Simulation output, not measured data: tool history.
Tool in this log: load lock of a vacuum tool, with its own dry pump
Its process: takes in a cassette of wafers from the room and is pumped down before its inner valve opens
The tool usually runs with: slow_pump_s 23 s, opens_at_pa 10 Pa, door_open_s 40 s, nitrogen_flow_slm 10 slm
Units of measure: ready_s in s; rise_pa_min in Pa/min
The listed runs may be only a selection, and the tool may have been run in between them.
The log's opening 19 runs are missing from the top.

run,hour,slow_pump_s,opens_at_pa,door_open_s,nitrogen_flow_slm,"incoming humidity of the room's air, %",ready_s,rise_pa_min
20,4683.6,23,10,40,10,46.2,59.1,0.030
# hour 4852.7: door's seal changed, seat wiped
21,4898.9,23,15,50,36,46.1,57.5,0.023
22,5107.3,16,15,50,42,44.8,51.7,0.017
23,5275.3,25,7,50,42,45.7,62.9,0.020
24,5536.5,25,13,118,10,41.5,59.8,0.064
25,5718.7,25,13,118,10,46.3,59.8,0.071
26,6070.3,25,13,118,10,40.1,60.1,0.062
27,6392.6,25,13,118,10,45.7,59.5,0.069
28,6584.6,23,10,40,5,42.9,59.6,0.041
29,6888.6,28,10,143,5,42.3,62.5,0.099
30,7238.5,28,10,46,6,46.8,63.5,0.043
31,7499.2,18,10,46,30,44.2,55.5,0.022
32,7773.1,18,11,46,30,40.1,55.5,0.019
33,8083.6,23,8,40,10,47.5,60.4,0.032
34,8400.0,23,13,160,10,46.4,58.5,0.092
35,8557.7,23,13,160,22,43.6,57.7,0.066
36,8858.7,23,13,160,22,44.4,58.3,0.066
37,9130.0,23,13,160,12,44.6,58.7,0.092
38,9280.6,23,13,160,12,45.7,58.0,0.085

Alternative continuations, all from the tool just after run 38; predict every row:
A,9432.9,21,13,160,41,44.6,?,?
B,9432.9,23,13,160,9,43.9,?,?
C,9432.9,23,9,160,26,42.8,?,?

run,ready_s,rise_pa_min
A,57.3,0.049
B,58.6,0.095
C,60.9,0.060
With the hidden condition removed and each run's random variation left untouched, the same runs would have given:
run,ready_s,rise_pa_min
A,57.3,0.048
B,58.5,0.095
C,60.8,0.060

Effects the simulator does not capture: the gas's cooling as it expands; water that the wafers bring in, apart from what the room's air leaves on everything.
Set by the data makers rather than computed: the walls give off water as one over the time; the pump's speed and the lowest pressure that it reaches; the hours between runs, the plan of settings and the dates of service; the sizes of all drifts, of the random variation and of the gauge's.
